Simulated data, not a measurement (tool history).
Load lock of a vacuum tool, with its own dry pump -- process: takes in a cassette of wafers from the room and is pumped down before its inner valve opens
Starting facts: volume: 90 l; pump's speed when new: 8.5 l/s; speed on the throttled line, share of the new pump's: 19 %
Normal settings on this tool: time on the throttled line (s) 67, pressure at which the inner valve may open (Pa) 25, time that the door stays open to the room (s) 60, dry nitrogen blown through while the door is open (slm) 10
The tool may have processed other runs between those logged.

| run | hour | time on the throttled line (s) | pressure at which the inner valve may open (Pa) | time that the door stays open to the room (s) | dry nitrogen blown through while the door is open (slm) | incoming humidity of the room's air, % | time from the closed door until the inner valve may open (s) | rise of the pressure with all valves shut (Pa/min) |
|---|---|---|---|---|---|---|---|---|
| 1 | 0.0 | 67 | 25 | 60 | 10 | 44.3 | 141.9 | 0.037 |
| 2 | 585.1 | 67 | 25 | 60 | 10 | 44.7 | 142.6 | 0.038 |
|  | 646.1 | door's seal changed, seat wiped |
| 3 | 1018.4 | 67 | 25 | 60 | 10 | 45.0 | 144.8 | 0.037 |
| 4 | 1581.0 | 67 | 25 | 60 | 10 | 50.2 | 142.9 | 0.039 |
| 5 | 1953.7 | 67 | 25 | 60 | 10 | 47.4 | 141.1 | 0.037 |
|  | 2281.5 | dry pump taken out, an overhauled one fitted |
| 6 | 2491.9 | 67 | 25 | 60 | 10 | 44.5 | 141.7 | 0.032 |
| 7 | 2814.5 | 67 | 23 | 60 | 10 | 42.3 | 143.8 | 0.027 |
| 8 | 3290.4 | 67 | 23 | 60 | 23 | 47.9 | 143.5 | 0.029 |
| 9 | 3968.5 | 67 | 23 | 60 | 23 | 45.5 | 144.5 | 0.025 |
| 10 | 4284.7 | 67 | 23 | 60 | 23 | 44.0 | 142.3 | 0.031 |
| 11 | 4593.0 | 67 | 25 | 42 | 10 | 44.1 | 143.1 | 0.030 |
| 12 | 5192.1 | 67 | 26 | 42 | 6 | 47.2 | 141.3 | 0.034 |
| 13 | 5533.8 | 94 | 25 | 190 | 10 | 43.1 | 163.8 | 0.054 |
| 14 | 6126.3 | 67 | 25 | 60 | 10 | 40.5 | 142.3 | 0.030 |
|  | 6453.9 | door's seal changed, seat wiped |
| 15 | 6745.2 | 67 | 32 | 153 | 13 | 43.8 | 138.6 | 0.044 |
| 16 | 7205.8 | 67 | 32 | 153 | 13 | 45.8 | 138.5 | 0.045 |
| 17 | 7881.0 | 67 | 32 | 153 | 13 | 46.8 | 140.2 | 0.045 |
| 18 | 8585.0 | 117 | 38 | 60 | 10 | 44.4 | 178.1 | 0.032 |
| 19 | 8970.3 | 117 | 32 | 180 | 22 | 43.5 | 180.2 | 0.044 |
| 20 | 9431.3 | 39 | 35 | 111 | 10 | 44.7 | 116.5 | 0.041 |
| 21 | 9906.9 | 39 | 35 | 111 | 10 | 43.4 | 114.5 | 0.036 |

Here are 3 independent what-if runs from the current tool condition. What would each one return?
| A | 10472.3 | 39 | 38 | 31 | 4 | 43.7 | ? | ? |
| B | 10472.3 | 39 | 35 | 31 | 14 | 42.0 | ? | ? |
| C | 10472.3 | 100 | 35 | 165 | 10 | 39.2 | ? | ? |

| run | time from the closed door until the inner valve may open (s) | rise of the pressure with all valves shut (Pa/min) |
|---|---|---|
| A | 115.6 | 0.035 |
| B | 116.1 | 0.019 |
| C | 167.2 | 0.043 |
With the hidden condition removed and each run's random variation left untouched, the same runs would have given:
| run | time from the closed door until the inner valve may open (s) | rise of the pressure with all valves shut (Pa/min) |
|---|---|---|
| A | 115.6 | 0.034 |
| B | 116.0 | 0.018 |
| C | 167.2 | 0.042 |

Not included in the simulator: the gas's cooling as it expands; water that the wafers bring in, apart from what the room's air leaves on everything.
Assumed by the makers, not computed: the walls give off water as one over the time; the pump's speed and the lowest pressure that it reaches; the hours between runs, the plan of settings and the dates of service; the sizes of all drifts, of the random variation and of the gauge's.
